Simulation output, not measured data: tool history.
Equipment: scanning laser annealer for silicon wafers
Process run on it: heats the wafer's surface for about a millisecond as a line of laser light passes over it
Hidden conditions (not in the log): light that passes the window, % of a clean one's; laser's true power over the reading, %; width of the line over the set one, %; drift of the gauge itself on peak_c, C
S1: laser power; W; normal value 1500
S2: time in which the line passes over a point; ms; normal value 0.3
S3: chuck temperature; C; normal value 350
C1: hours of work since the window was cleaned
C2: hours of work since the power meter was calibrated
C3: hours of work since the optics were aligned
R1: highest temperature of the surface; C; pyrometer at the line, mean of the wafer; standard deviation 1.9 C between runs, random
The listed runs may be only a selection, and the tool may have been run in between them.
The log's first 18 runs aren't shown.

run 19 hour=148.5 | S1=1527 S2=0.3 S3=366 | C1=650 C2=165 C3=1229 | R1=1219
run 20 hour=156.4 | S1=1527 S2=0.3 S3=366 | C1=653 C2=168 C3=1232 | R1=1214
run 21 hour=162.2 | S1=1500 S2=0.354 S3=350 | C1=655 C2=170 C3=1235 | R1=1265
run 22 hour=168.9 | S1=1500 S2=0.372 S3=332 | C1=658 C2=173 C3=1237 | R1=1274
run 23 hour=174.8 | S1=1528 S2=0.258 S3=327 | C1=661 C2=176 C3=1240 | R1=1107
run 24 hour=183.9 | S1=1479 S2=0.375 S3=315 | C1=664 C2=180 C3=1244 | R1=1243
run 25 hour=189.2 | S1=1479 S2=0.375 S3=315 | C1=667 C2=182 C3=1246 | R1=1242
run 26 hour=193.8 | S1=1479 S2=0.24 S3=312 | C1=668 C2=184 C3=1248 | R1=1031
run 27 hour=200.9 | S1=1414 S2=0.3 S3=320 | C1=671 C2=187 C3=1251 | R1=1096
run 28 hour=206.3 | S1=1500 S2=0.3 S3=354 | C1=674 C2=189 C3=1253 | R1=1186
run 29 hour=216.5 | S1=1500 S2=0.3 S3=354 | C1=678 C2=193 C3=1257 | R1=1186
run 30 hour=227.7 | S1=1500 S2=0.3 S3=354 | C1=683 C2=198 C3=1262 | R1=1183
run 31 hour=238.8 | S1=1372 S2=0.247 S3=359 | C1=687 C2=202 C3=1266 | R1=1030
run 32 hour=247.7 | S1=1372 S2=0.247 S3=359 | C1=691 C2=206 C3=1270 | R1=1029
run 33 hour=255.3 | S1=1393 S2=0.219 S3=367 | C1=694 C2=209 C3=1273 | R1=1007
run 34 hour=260.5 | S1=1594 S2=0.258 S3=350 | C1=696 C2=211 C3=1275 | R1=1170
run 35 hour=270 | S1=1585 S2=0.268 S3=350 | C1=700 C2=215 C3=1279 | R1=1183
run 36 hour=278.7 | S1=1585 S2=0.268 S3=350 | C1=704 C2=219 C3=1283 | R1=1186

Below are 3 alternative next runs, each starting from the tool's condition after run 36. Predict each:
run A hour=284.6 | S1=1400 S2=0.212 S3=350 | C1=706 C2=221 C3=1286 | R1=?
run B hour=284.6 | S1=1357 S2=0.3 S3=350 | C1=706 C2=221 C3=1286 | R1=?
run C hour=284.6 | S1=1585 S2=0.292 S3=350 | C1=706 C2=221 C3=1286 | R1=?

run=A R1=977
run=B R1=1087
run=C R1=1229
With no hidden state in the tool, these same runs would have given:
run=A R1=978
run=B R1=1088
run=C R1=1231
